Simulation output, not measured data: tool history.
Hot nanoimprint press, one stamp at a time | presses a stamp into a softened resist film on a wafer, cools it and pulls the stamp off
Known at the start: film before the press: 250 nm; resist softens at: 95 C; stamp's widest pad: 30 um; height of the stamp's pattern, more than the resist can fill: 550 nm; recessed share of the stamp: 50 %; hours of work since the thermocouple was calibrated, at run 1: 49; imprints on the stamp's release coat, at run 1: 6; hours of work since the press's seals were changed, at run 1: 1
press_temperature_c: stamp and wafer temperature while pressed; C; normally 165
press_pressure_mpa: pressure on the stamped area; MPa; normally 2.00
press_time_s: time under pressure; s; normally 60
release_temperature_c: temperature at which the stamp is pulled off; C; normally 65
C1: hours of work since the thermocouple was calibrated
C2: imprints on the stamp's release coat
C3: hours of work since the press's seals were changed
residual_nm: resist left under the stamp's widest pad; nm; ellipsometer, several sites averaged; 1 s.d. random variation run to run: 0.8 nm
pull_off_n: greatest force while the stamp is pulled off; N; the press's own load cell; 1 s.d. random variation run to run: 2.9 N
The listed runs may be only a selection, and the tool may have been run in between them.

Run 1, day 0.000: usual settings; C1 49; C2 6; C3 1. Result: residual_nm 102.0 nm, pull_off_n 188 N.
Run 2, day 1.525: usual settings; C1 70; C2 160; C3 22. Result: residual_nm 103.5 nm, pull_off_n 192 N.
Run 3, day 2.775: usual settings; C1 86; C2 285; C3 38. Result: residual_nm 104.1 nm, pull_off_n 184 N.
Run 4, day 4.667: usual settings; C1 112; C2 475; C3 64. Result: residual_nm 102.2 nm, pull_off_n 186 N.
Run 5, day 6.933: usual settings; C1 143; C2 703; C3 95. Result: residual_nm 104.6 nm, pull_off_n 191 N.
At day 7.421: stamp cleaned and given a new release coat.
Run 6, day 9.333: usual settings but release_temperature_c 58 C; C1 172; C2 192; C3 124. Result: residual_nm 104.3 nm, pull_off_n 203 N.
Run 7, day 10.788: usual settings but release_temperature_c 58 C; C1 191; C2 338; C3 143. Result: residual_nm 104.3 nm, pull_off_n 201 N.
Run 8, day 12.033: usual settings but release_temperature_c 58 C; C1 208; C2 463; C3 160. Result: residual_nm 103.8 nm, pull_off_n 207 N.
Run 9, day 14.367: usual settings but release_temperature_c 58 C; C1 240; C2 697; C3 192. Result: residual_nm 103.6 nm, pull_off_n 202 N.
At day 14.925: stamp cleaned and given a new release coat.
Run 10, day 16.567: usual settings but press_pressure_mpa 1.37 MPa, release_temperature_c 63 C; C1 266; C2 166; C3 218. Result: residual_nm 122.5 nm, pull_off_n 189 N.
Run 11, day 18.662: usual settings but press_pressure_mpa 2.44 MPa, press_time_s 43 s, release_temperature_c 61 C; C1 295; C2 376; C3 247. Result: residual_nm 107.8 nm, pull_off_n 198 N.
Run 12, day 21.008: usual settings but press_pressure_mpa 2.44 MPa, press_time_s 43 s, release_temperature_c 61 C; C1 326; C2 612; C3 278. Result: residual_nm 106.8 nm, pull_off_n 204 N.
At day 22.396: stamp cleaned and given a new release coat.
Run 13, day 23.488: usual settings but press_temperature_c 172 C, press_pressure_mpa 2.44 MPa, press_time_s 62 s, release_temperature_c 58 C; C1 357; C2 109; C3 309. Result: residual_nm 65.5 nm, pull_off_n 202 N.
Run 14, day 25.408: usual settings but press_temperature_c 157 C, release_temperature_c 60 C; C1 383; C2 302; C3 335. Result: residual_nm 148.9 nm, pull_off_n 199 N.
Run 15, day 27.183: usual settings but press_pressure_mpa 1.53 MPa, press_time_s 86 s; C1 407; C2 481; C3 359. Result: residual_nm 103.0 nm, pull_off_n 184 N.
At day 27.496: plate thermocouple calibrated.
Run 16, day 28.575: usual settings but press_pressure_mpa 1.53 MPa, press_time_s 113 s, release_temperature_c 68 C; C1 15; C2 608; C3 376. Result: residual_nm 92.2 nm, pull_off_n 180 N.
At day 29.875: stamp cleaned and given a new release coat.
Run 17, day 30.946: usual settings but press_temperature_c 164 C, press_pressure_mpa 1.33 MPa, press_time_s 34 s, release_temperature_c 63 C; C1 43; C2 107; C3 404. Result: residual_nm 154.4 nm, pull_off_n 198 N.
Run 18, day 32.325: usual settings but press_temperature_c 171 C, release_temperature_c 55 C; C1 62; C2 245; C3 423. Result: residual_nm 76.1 nm, pull_off_n 209 N.

5 ways to go on from here, each from the tool as it stands after run 18. What would each give?
Run A, day 33.712: usual settings but press_temperature_c 154 C, press_pressure_mpa 2.61 MPa, release_temperature_c 66 C; C1 81; C2 385; C3 442. Result: residual_nm ?, pull_off_n ?.
Run B, day 33.712: usual settings but press_temperature_c 166 C, press_pressure_mpa 1.49 MPa; C1 81; C2 385; C3 442. Result: residual_nm ?, pull_off_n ?.
Run C, day 33.712: usual settings but press_temperature_c 173 C, release_temperature_c 55 C; C1 81; C2 385; C3 442. Result: residual_nm ?, pull_off_n ?.
Run D, day 33.712: usual settings but release_temperature_c 59 C; C1 81; C2 385; C3 442. Result: residual_nm ?, pull_off_n ?.
Run E, day 33.712: usual settings but press_temperature_c 157 C, release_temperature_c 55 C; C1 81; C2 385; C3 442. Result: residual_nm ?, pull_off_n ?.

run  residual_nm  pull_off_n
  A        153.4         185
  B        113.2         193
  C         70.3         202
  D        103.8         203
  E        149.2         207
Without the tool's unlogged condition, the same runs would have read:
run  residual_nm  pull_off_n
  A        153.3         184
  B        113.2         192
  C         70.3         202
  D        103.7         203
  E        149.2         206
